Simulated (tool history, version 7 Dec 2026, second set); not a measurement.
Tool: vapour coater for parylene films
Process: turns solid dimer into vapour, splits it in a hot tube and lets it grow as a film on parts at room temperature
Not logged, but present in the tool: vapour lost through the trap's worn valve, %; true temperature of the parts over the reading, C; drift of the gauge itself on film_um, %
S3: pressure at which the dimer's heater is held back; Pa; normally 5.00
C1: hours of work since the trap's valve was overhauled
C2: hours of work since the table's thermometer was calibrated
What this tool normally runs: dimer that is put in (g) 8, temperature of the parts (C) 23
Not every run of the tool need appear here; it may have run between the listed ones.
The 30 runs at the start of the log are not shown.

run 31 hour=726.5 | dimer_that_is_put_in_(g)=6 temperature_of_the_parts_(C)=23 S3=2.07 | C1=385 C2=1644 | thickness_of_the_film_(um)=2.23
run 32 hour=753.1 | dimer_that_is_put_in_(g)=6 temperature_of_the_parts_(C)=26 S3=9.41 | C1=407 C2=1665 | thickness_of_the_film_(um)=1.39
run 33 hour=787.0 | dimer_that_is_put_in_(g)=3 temperature_of_the_parts_(C)=15 S3=3.25 | C1=434 C2=1692 | thickness_of_the_film_(um)=1.28
run 34 hour=803.9 | dimer_that_is_put_in_(g)=3 temperature_of_the_parts_(C)=15 S3=3.25 | C1=447 C2=1706 | thickness_of_the_film_(um)=1.30
run 35 hour=832.9 | dimer_that_is_put_in_(g)=14 temperature_of_the_parts_(C)=18 S3=2.97 | C1=470 C2=1729 | thickness_of_the_film_(um)=5.58
run 36 hour=866.0 | dimer_that_is_put_in_(g)=3 temperature_of_the_parts_(C)=23 S3=11.07 | C1=496 C2=1755 | thickness_of_the_film_(um)=0.75
run 37 hour=891.7 | dimer_that_is_put_in_(g)=10 temperature_of_the_parts_(C)=30 S3=11.07 | C1=517 C2=1775 | thickness_of_the_film_(um)=1.99
run 38 hour=909.6 | dimer_that_is_put_in_(g)=7 temperature_of_the_parts_(C)=34 S3=7.88 | C1=531 C2=1790 | thickness_of_the_film_(um)=1.34
run 39 hour=937.9 | dimer_that_is_put_in_(g)=7 temperature_of_the_parts_(C)=34 S3=7.88 | C1=553 C2=1812 | thickness_of_the_film_(um)=1.33
run 40 hour=967.0 | dimer_that_is_put_in_(g)=7 temperature_of_the_parts_(C)=34 S3=7.88 | C1=577 C2=1835 | thickness_of_the_film_(um)=1.35
run 41 hour=988.2 | dimer_that_is_put_in_(g)=8 temperature_of_the_parts_(C)=31 S3=5.00 | C1=593 C2=1852 | thickness_of_the_film_(um)=1.88
-- hour=1011.3 trap's valve overhauled
run 42 hour=1017.5 | dimer_that_is_put_in_(g)=5 temperature_of_the_parts_(C)=31 S3=5.00 | C1=5 C2=1872 | thickness_of_the_film_(um)=1.18
run 43 hour=1049.1 | dimer_that_is_put_in_(g)=5 temperature_of_the_parts_(C)=31 S3=5.00 | C1=30 C2=1897 | thickness_of_the_film_(um)=1.16
run 44 hour=1068.8 | dimer_that_is_put_in_(g)=5 temperature_of_the_parts_(C)=31 S3=5.00 | C1=46 C2=1913 | thickness_of_the_film_(um)=1.16
run 45 hour=1087.2 | dimer_that_is_put_in_(g)=5 temperature_of_the_parts_(C)=31 S3=4.10 | C1=60 C2=1928 | thickness_of_the_film_(um)=1.24

Branching from run 45: 5 alternative next runs. What would each branch give?
run A hour=1104.4 | dimer_that_is_put_in_(g)=5 temperature_of_the_parts_(C)=31 S3=2.45 | C1=74 C2=1941 | thickness_of_the_film_(um)=?
run B hour=1104.4 | dimer_that_is_put_in_(g)=11 temperature_of_the_parts_(C)=31 S3=4.10 | C1=74 C2=1941 | thickness_of_the_film_(um)=?
run C hour=1104.4 | dimer_that_is_put_in_(g)=6 temperature_of_the_parts_(C)=18 S3=8.72 | C1=74 C2=1941 | thickness_of_the_film_(um)=?
run D hour=1104.4 | dimer_that_is_put_in_(g)=5 temperature_of_the_parts_(C)=21 S3=3.07 | C1=74 C2=1941 | thickness_of_the_film_(um)=?
run E hour=1104.4 | dimer_that_is_put_in_(g)=8 temperature_of_the_parts_(C)=24 S3=5.00 | C1=74 C2=1941 | thickness_of_the_film_(um)=?

run=A thickness_of_the_film_(um)=1.41
run=B thickness_of_the_film_(um)=2.72
run=C thickness_of_the_film_(um)=1.82
run=D thickness_of_the_film_(um)=1.82
run=E thickness_of_the_film_(um)=2.35
Stripped of hidden state, with their random variation kept, the same runs would have yielded:
run=A thickness_of_the_film_(um)=1.41
run=B thickness_of_the_film_(um)=2.72
run=C thickness_of_the_film_(um)=1.82
run=D thickness_of_the_film_(um)=1.82
run=E thickness_of_the_film_(um)=2.34
